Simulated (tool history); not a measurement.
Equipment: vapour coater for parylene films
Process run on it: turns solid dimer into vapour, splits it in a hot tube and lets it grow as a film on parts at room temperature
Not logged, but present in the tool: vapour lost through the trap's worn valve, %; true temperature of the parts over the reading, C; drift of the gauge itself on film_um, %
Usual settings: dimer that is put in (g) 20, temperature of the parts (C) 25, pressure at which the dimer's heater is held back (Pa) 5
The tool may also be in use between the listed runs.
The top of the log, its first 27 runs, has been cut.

run	hour	dimer that is put in (g)	temperature of the parts (C)	pressure at which the dimer's heater is held back (Pa)	hours of work since the trap's valve was overhauled	hours of work since the table's thermometer was calibrated	thickness of the film (nm)
28	456.1	20	22	3.19	17	405	19270
29	477.1	20	22	3.19	27	415	19350
30	492.9	20	22	3.19	34	423	19370
31	506.2	20	22	3.19	41	429	19280
32	522	16	22	2.81	48	437	15600
33	532.6	25	34	2.47	54	442	15040
34	543.5	23	25	5	59	447	18660
35	566	23	25	5	70	458	18810
36	587.1	23	25	5	80	468	18470
37	604.6	23	25	5	88	477	18450
38	621.2	23	25	5	96	485	18430
39	637	15	25	5.66	104	493	11780
40	659	15	25	5.66	115	503	11810
41	670.4	15	25	5.66	120	509	11840
42	691.6	15	25	5.66	130	519	11790
43	710.2	15	28	2.64	139	528	11400
44	728.4	15	28	2.64	148	537	11130
45	747.4	13	36	7.88	157	546	6170
46	764.3	13	18	7.2	165	554	13280

Branching from run 46: 3 alternative next runs. What would each branch give?
A	786.9	32	19	7.72	176	565	?
B	786.9	29	18	7.9	176	565	?
C	786.9	25	21	5.99	176	565	?

run	thickness of the film (nm)
A	30950
B	29100
C	22840
With the hidden condition removed and each run's random variation left untouched, the same runs would have given:
run	thickness of the film (nm)
A	31410
B	29540
C	23180

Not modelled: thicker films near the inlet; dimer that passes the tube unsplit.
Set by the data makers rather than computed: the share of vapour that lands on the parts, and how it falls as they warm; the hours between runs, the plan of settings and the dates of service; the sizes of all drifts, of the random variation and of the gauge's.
